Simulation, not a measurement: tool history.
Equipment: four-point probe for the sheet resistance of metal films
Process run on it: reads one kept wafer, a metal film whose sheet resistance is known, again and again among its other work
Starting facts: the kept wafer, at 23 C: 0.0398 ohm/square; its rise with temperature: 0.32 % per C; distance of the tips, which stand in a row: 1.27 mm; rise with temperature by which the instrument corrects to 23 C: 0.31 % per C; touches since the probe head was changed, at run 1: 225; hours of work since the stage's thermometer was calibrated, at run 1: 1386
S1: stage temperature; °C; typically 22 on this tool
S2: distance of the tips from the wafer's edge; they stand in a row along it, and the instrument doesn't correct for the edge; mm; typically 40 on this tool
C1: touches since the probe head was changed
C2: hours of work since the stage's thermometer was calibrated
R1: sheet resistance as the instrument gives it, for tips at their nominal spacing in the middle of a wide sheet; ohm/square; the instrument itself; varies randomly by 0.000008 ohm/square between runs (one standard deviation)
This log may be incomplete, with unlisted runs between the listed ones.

run   hour  S1  S2    C1    C2        R1
  1    0.0  22  40   225  1386  0.039671
  2   10.8  22  56   365  1392  0.039645
  3   24.6  22  56   544  1401  0.039655
  4   37.6  22  56   714  1409  0.039651
  5   47.2  22  56   839  1415  0.039658
  6   58.3  22  40   984  1422  0.039653
  7   70.5  22  40  1142  1429  0.039662
  8   80.7  22  40  1274  1436  0.039658
  9   94.3  22  40  1451  1444  0.039664
 10  104.3  22  40  1582  1450  0.039675
 11  120.7  22  40  1794  1461  0.039671
 12  128.9  22  40  1902  1466  0.039678
 13  136.9  22  40  2005  1471  0.039661
 14  147.6  22  40  2144  1477  0.039665
 15  163.6  22  40  2352  1487  0.039670
 16  176.4  20  40  2519  1495  0.039652
 17  184.2  22  40  2620  1500  0.039654
 18  199.8  22  40  2823  1510  0.039680
 19  214.0  22  40  3007  1519  0.039674
 20  225.3  22  40  3155  1526  0.039676
 21  233.0  22  40  3255  1530  0.039676
 22  246.0  22  30  3424  1538  0.039703
 23  258.1  22  30  3581  1546  0.039706
 24  274.5  22  30  3794  1556  0.039682
 25  288.3  31  41  3974  1565  0.039729
 26  296.4  29  34  4079  1570  0.039738
 27  303.1  21  11  4166  1574  0.039935
 28  318.7  35  33  4369  1584  0.039757
 29  332.5  19  40  4548  1592  0.039656
 30  340.0  20   3  4647  1597  0.043108
 31  348.0  22  40  4750  1602  0.039676
 32  358.2  22  40  4883  1608  0.039675
 33  367.5  24  47  5004  1614  0.039681
 34  376.5  24  47  5121  1619  0.039683
 35  390.1  24  47  5297  1628  0.039690
 36  401.3  24  47  5443  1635  0.039695
 37  415.5  24  38  5627  1644  0.039700
 38  428.6  30  21  5798  1652  0.039790
 39  437.3  22   4  5911  1657  0.041689
 40  450.0  20  20  6076  1665  0.039729
 41  466.1  20  52  6285  1675  0.039677
 42  473.6  33  50  6383  1680  0.039736
 43  489.1  22  16  6584  1689  0.039807
 44  504.0  20   4  6779  1699  0.041700
 45  513.9  20   4  6908  1705  0.041699

Same runs, no hidden state in the tool, same run-to-run variation:
Unlogged tool condition in this case: inner tips' distance over the nominal, %; tips' flats over new ones', %; wafer's true temperature over the reading, C; drift of the gauge itself on sheet_ohm, %.
run        R1
  1  0.039823
  2  0.039796
  3  0.039805
  4  0.039800
  5  0.039807
  6  0.039802
  7  0.039811
  8  0.039806
  9  0.039811
 10  0.039822
 11  0.039818
 12  0.039823
 13  0.039807
 14  0.039810
 15  0.039814
 16  0.039796
 17  0.039797
 18  0.039822
 19  0.039815
 20  0.039817
 21  0.039817
 22  0.039844
 23  0.039846
 24  0.039821
 25  0.039866
 26  0.039875
 27  0.040074
 28  0.039893
 29  0.039793
 30  0.043255
 31  0.039812
 32  0.039811
 33  0.039815
 34  0.039817
 35  0.039823
 36  0.039828
 37  0.039833
 38  0.039921
 39  0.041828
 40  0.039861
 41  0.039809
 42  0.039864
 43  0.039937
 44  0.041836
 45  0.041835

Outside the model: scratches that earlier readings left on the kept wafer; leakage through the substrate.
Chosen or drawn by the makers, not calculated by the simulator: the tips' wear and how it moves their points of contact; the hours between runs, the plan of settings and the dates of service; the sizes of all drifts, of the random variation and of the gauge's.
